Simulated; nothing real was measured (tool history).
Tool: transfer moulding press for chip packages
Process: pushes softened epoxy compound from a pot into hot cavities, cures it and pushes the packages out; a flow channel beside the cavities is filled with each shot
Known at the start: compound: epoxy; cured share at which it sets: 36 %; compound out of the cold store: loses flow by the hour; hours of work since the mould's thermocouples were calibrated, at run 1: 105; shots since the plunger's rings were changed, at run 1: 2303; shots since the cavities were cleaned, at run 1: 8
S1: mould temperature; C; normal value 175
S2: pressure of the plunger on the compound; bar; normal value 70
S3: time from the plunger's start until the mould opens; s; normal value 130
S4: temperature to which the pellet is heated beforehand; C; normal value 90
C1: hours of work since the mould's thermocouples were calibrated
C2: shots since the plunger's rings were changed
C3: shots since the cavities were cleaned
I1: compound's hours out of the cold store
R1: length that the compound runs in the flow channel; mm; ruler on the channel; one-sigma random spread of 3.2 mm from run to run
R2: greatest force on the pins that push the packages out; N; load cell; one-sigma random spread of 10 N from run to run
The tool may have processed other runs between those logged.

Run 1, hour 0: usual settings; C1 105; C2 2303; C3 8; I1 35.8. Result: R1 792 mm, R2 482 N.
Run 2, hour 17.9: usual settings but S4 81 C; C1 117; C2 2467; C3 172; I1 22.2. Result: R1 820 mm, R2 627 N.
Run 3, hour 41.3: usual settings but S4 86 C; C1 133; C2 2683; C3 388; I1 20.8. Result: R1 816 mm, R2 720 N.
At hour 49.9: cavities cleaned with cleaning compound and waxed.
Run 4, hour 68.6: usual settings but S4 86 C; C1 151; C2 2920; C3 172; I1 23.2. Result: R1 815 mm, R2 631 N.
Run 5, hour 96.5: usual settings; C1 170; C2 3177; C3 429; I1 11.2. Result: R1 839 mm, R2 749 N.
At hour 99.3: cavities cleaned with cleaning compound and waxed.
At hour 108.4: plunger's sealing rings changed.
Run 6, hour 113.3: usual settings; C1 178; C2 46; C3 106; I1 16.7. Result: R1 853 mm, R2 593 N.
Run 7, hour 126: usual settings but S2 63.6 bar; C1 187; C2 162; C3 222; I1 25. Result: R1 798 mm, R2 630 N.
Run 8, hour 139.8: usual settings but S1 172 C, S2 63.6 bar; C1 196; C2 289; C3 349; I1 45.8. Result: R1 760 mm, R2 821 N.
At hour 151.8: cavities cleaned with cleaning compound and waxed.
Run 9, hour 156.4: usual settings but S1 172 C, S2 63.6 bar; C1 207; C2 429; C3 43; I1 41.3. Result: R1 768 mm, R2 594 N.
Run 10, hour 185.6: usual settings but S1 172 C, S2 77.4 bar; C1 226; C2 697; C3 311; I1 36.8. Result: R1 859 mm, R2 830 N.
At hour 201.6: cavities cleaned with cleaning compound and waxed.
Run 11, hour 207.5: usual settings but S1 179 C, S2 77 bar, S3 119 s; C1 240; C2 885; C3 54; I1 42.8. Result: R1 821 mm, R2 506 N.
Run 12, hour 227: usual settings but S1 179 C, S2 77 bar, S3 119 s; C1 254; C2 1065; C3 234; I1 36.9. Result: R1 832 mm, R2 621 N.
Run 13, hour 240.7: usual settings but S1 179 C, S2 77 bar, S3 119 s; C1 263; C2 1191; C3 360; I1 44.2. Result: R1 817 mm, R2 650 N.
At hour 252: cavities cleaned with cleaning compound and waxed.
Run 14, hour 271.4: usual settings but S1 168 C, S2 58.9 bar, S3 165 s; C1 283; C2 1460; C3 179; I1 33. Result: R1 757 mm, R2 621 N.
Run 15, hour 283.8: usual settings but S1 167 C, S2 87.5 bar, S3 154 s; C1 291; C2 1573; C3 292; I1 33.6. Result: R1 920 mm, R2 813 N.
At hour 301.5: cavities cleaned with cleaning compound and waxed.
Run 16, hour 309.5: usual settings but S1 178 C, S4 97 C; C1 308; C2 1796; C3 73; I1 29.9. Result: R1 800 mm, R2 484 N.
Run 17, hour 328.9: usual settings but S1 178 C, S4 97 C; C1 321; C2 1975; C3 252; I1 9.8. Result: R1 840 mm, R2 601 N.
Run 18, hour 344.1: usual settings but S1 182 C, S4 80 C; C1 331; C2 2115; C3 392; I1 31. Result: R1 788 mm, R2 589 N.

Here are 3 independent what-if runs from the current tool condition. What would each one return?
At hour 351.4: cavities cleaned with cleaning compound and waxed.
Run A, hour 358.9: usual settings but S1 182 C, S2 56.7 bar, S3 138 s; C1 340; C2 2238; C3 70; I1 18.9. Result: R1 ?, R2 ?.
At hour 351.4: cavities cleaned with cleaning compound and waxed.
Run B, hour 358.9: usual settings but S1 168 C, S4 82 C; C1 340; C2 2238; C3 70; I1 35.7. Result: R1 ?, R2 ?.
At hour 351.4: cavities cleaned with cleaning compound and waxed.
Run C, hour 358.9: usual settings but S3 121 s; C1 340; C2 2238; C3 70; I1 17.4. Result: R1 ?, R2 ?.

run   R1   R2
  A  732  430
  B  811  874
  C  835  650
Had the tool no hidden state, the same runs would have come out as:
run   R1   R2
  A  752  375
  B  833  745
  C  857  556
